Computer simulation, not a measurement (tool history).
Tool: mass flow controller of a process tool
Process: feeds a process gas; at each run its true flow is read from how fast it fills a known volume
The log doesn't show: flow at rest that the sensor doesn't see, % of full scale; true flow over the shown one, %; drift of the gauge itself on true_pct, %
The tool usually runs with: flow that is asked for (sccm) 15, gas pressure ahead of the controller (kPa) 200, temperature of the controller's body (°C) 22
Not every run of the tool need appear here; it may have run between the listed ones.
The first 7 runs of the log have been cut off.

run     day  flow that is asked for (sccm)  gas pressure ahead of the controller (kPa)  temperature of the controller's body (°C)  hours of work since the controller was set to zero  hours of work since the controller was changed  true flow (%)
  8  31.217                             15                                         197                                         22                                                1564                                            1564          99.85
  9  35.354                             15                                         197                                         22                                                1617                                            1617          99.72
 10  38.546                              9                                         197                                         22                                                1658                                            1658           99.4
 11  42.121                             15                                         200                                         22                                                1704                                            1704          99.66
 12  45.762                             15                                         200                                         22                                                1750                                            1750          99.69
 13  48.892                             15                                         200                                         22                                                1790                                            1790          99.72
 14  52.612                             17                                         200                                         22                                                1838                                            1838          99.62
 15  55.508                             17                                         200                                         22                                                1875                                            1875           99.7
 16   61.45                             15                                         165                                         22                                                1951                                            1951          99.37
 17  64.954                             15                                         165                                         22                                                1996                                            1996           99.3
 18  69.525                             15                                         200                                         25                                                2054                                            2054          99.35
 19  74.404                             15                                         200                                         25                                                2116                                            2116           99.4
 20  77.979                             15                                         200                                         22                                                2162                                            2162          99.62
 21  81.358                             15                                         200                                         22                                                2205                                            2205          99.67
 22  87.675                             16                                         200                                         22                                                2286                                            2286          99.77
 23  90.833                             16                                         200                                         22                                                2326                                            2326          99.69
 24  93.633                             13                                         200                                         22                                                2362                                            2362          99.71

Run 25 has not been measured yet. What should we expect?
 25  99.254                             10                                         218                                         22                                                2434                                            2434              ?

true flow (%): 99.74
Minus the tool's unlogged condition, the same run would have read true flow (%) 99.73.
